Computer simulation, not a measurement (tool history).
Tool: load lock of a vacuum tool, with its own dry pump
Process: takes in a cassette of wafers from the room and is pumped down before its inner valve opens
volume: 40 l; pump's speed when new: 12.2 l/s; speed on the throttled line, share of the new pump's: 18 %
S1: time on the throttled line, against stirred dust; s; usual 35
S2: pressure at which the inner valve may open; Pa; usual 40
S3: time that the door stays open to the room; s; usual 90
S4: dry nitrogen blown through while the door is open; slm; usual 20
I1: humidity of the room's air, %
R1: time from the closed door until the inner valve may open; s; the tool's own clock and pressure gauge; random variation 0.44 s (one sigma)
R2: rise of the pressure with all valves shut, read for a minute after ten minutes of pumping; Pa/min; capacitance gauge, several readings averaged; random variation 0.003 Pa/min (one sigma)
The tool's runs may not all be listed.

{"run": 1, "hour": 0.0, "S1": 35, "S2": 40, "S3": 90, "S4": 20, "I1": 47.1, "R1": 55.2, "R2": 0.078}
{"run": 2, "hour": 82.3, "S1": 35, "S2": 40, "S3": 90, "S4": 20, "I1": 45.6, "R1": 55.8, "R2": 0.083}
{"run": 3, "hour": 206.6, "S1": 35, "S2": 40, "S3": 158, "S4": 20, "I1": 47.2, "R1": 55.3, "R2": 0.097}
{"run": 4, "hour": 362.1, "S1": 35, "S2": 40, "S3": 90, "S4": 20, "I1": 46.3, "R1": 55.2, "R2": 0.09}
{"run": 5, "hour": 468.6, "S1": 35, "S2": 32, "S3": 90, "S4": 20, "I1": 42.6, "R1": 56.6, "R2": 0.088}
{"run": 6, "hour": 583.1, "S1": 35, "S2": 40, "S3": 90, "S4": 4, "I1": 48.2, "R1": 55.6, "R2": 0.136}
{"run": 7, "hour": 700.3, "S1": 35, "S2": 40, "S3": 90, "S4": 4, "I1": 46.2, "R1": 55.2, "R2": 0.123}
{"run": 8, "hour": 846.9, "S1": 35, "S2": 40, "S3": 90, "S4": 20, "I1": 46.8, "R1": 55.9, "R2": 0.103}
{"run": 9, "hour": 920.9, "S1": 35, "S2": 41, "S3": 90, "S4": 20, "I1": 44.2, "R1": 55.5, "R2": 0.1}
{"run": 10, "hour": 1006.0, "S1": 35, "S2": 41, "S3": 90, "S4": 20, "I1": 44.4, "R1": 56, "R2": 0.107}
{"run": 11, "hour": 1156.1, "S1": 35, "S2": 41, "S3": 90, "S4": 20, "I1": 42.5, "R1": 55.1, "R2": 0.108}
{"run": 12, "hour": 1276.5, "S1": 35, "S2": 41, "S3": 90, "S4": 20, "I1": 44, "R1": 55.6, "R2": 0.113}
{"run": 13, "hour": 1359.0, "S1": 45, "S2": 40, "S3": 90, "S4": 20, "I1": 43.5, "R1": 63.3, "R2": 0.115}
{"run": 14, "hour": 1501.1, "S1": 45, "S2": 40, "S3": 90, "S4": 20, "I1": 46.1, "R1": 64.1, "R2": 0.119}
{"run": 15, "hour": 1639.8, "S1": 45, "S2": 40, "S3": 90, "S4": 20, "I1": 43.7, "R1": 64.3, "R2": 0.126}
{"run": 16, "hour": 1724.6, "S1": 67, "S2": 48, "S3": 90, "S4": 20, "I1": 46.4, "R1": 80.8, "R2": 0.129}
{"run": 17, "hour": 1866.4, "S1": 67, "S2": 48, "S3": 90, "S4": 20, "I1": 45.8, "R1": 81.3, "R2": 0.138}
{"run": 18, "hour": 1954.8, "S1": 67, "S2": 74, "S3": 90, "S4": 25, "I1": 48, "R1": 79.6, "R2": 0.129}
{"run": 19, "hour": 2059.6, "S1": 25, "S2": 74, "S3": 90, "S4": 13, "I1": 44.4, "R1": 44.8, "R2": 0.149}
{"run": 20, "hour": 2211.9, "S1": 25, "S2": 74, "S3": 131, "S4": 13, "I1": 42.7, "R1": 45.6, "R2": 0.156}
{"run": 21, "hour": 2282.0, "S1": 25, "S2": 74, "S3": 131, "S4": 13, "I1": 44.5, "R1": 45.5, "R2": 0.159}
{"run": 22, "hour": 2378.4, "S1": 25, "S2": 74, "S3": 131, "S4": 13, "I1": 47.7, "R1": 45.6, "R2": 0.163}
{"run": 23, "hour": 2522.5, "S1": 21, "S2": 40, "S3": 90, "S4": 20, "I1": 46.7, "R1": 45.1, "R2": 0.156}
{"run": 24, "hour": 2618.3, "S1": 52, "S2": 40, "S3": 90, "S4": 20, "I1": 43.1, "R1": 68.7, "R2": 0.153}
{"run": 25, "hour": 2743.1, "S1": 35, "S2": 40, "S3": 90, "S4": 23, "I1": 44.7, "R1": 56.4, "R2": 0.162}
{"run": 26, "hour": 2816.4, "S1": 66, "S2": 46, "S3": 33, "S4": 30, "I1": 43.3, "R1": 80, "R2": 0.134}
{"run": 27, "hour": 2912.1, "S1": 66, "S2": 73, "S3": 75, "S4": 30, "I1": 43.4, "R1": 78.4, "R2": 0.156}
{"run": 28, "hour": 2987.3, "S1": 25, "S2": 28, "S3": 190, "S4": 23, "I1": 48.4, "R1": 49.4, "R2": 0.195}
{"hour": 3028.1, "done": "door's seal changed, seat wiped"}
{"run": 29, "hour": 3126.8, "S1": 25, "S2": 28, "S3": 190, "S4": 23, "I1": 45.8, "R1": 49.3, "R2": 0.073}

5 ways to go on from here, each from the tool as it stands after run 29. What would each give?
{"run": "A", "hour": 3281.9, "S1": 25, "S2": 65, "S3": 230, "S4": 23, "I1": 46.9, "R1": "?", "R2": "?"}
{"run": "B", "hour": 3281.9, "S1": 25, "S2": 28, "S3": 165, "S4": 16, "I1": 46.6, "R1": "?", "R2": "?"}
{"run": "C", "hour": 3281.9, "S1": 35, "S2": 51, "S3": 90, "S4": 20, "I1": 43, "R1": "?", "R2": "?"}
{"run": "D", "hour": 3281.9, "S1": 24, "S2": 40, "S3": 31, "S4": 14, "I1": 49.6, "R1": "?", "R2": "?"}
{"run": "E", "hour": 3281.9, "S1": 46, "S2": 40, "S3": 163, "S4": 19, "I1": 43.9, "R1": "?", "R2": "?"}

run=A R1=46.5 R2=0.081
run=B R1=50.1 R2=0.083
run=C R1=55.3 R2=0.054
run=D R1=47.9 R2=0.051
run=E R1=65.1 R2=0.072
Without the tool's hidden state the same runs would have given:
run=A R1=44.6 R2=0.078
run=B R1=47.9 R2=0.08
run=C R1=53.5 R2=0.05
run=D R1=45.9 R2=0.047
run=E R1=63.4 R2=0.069
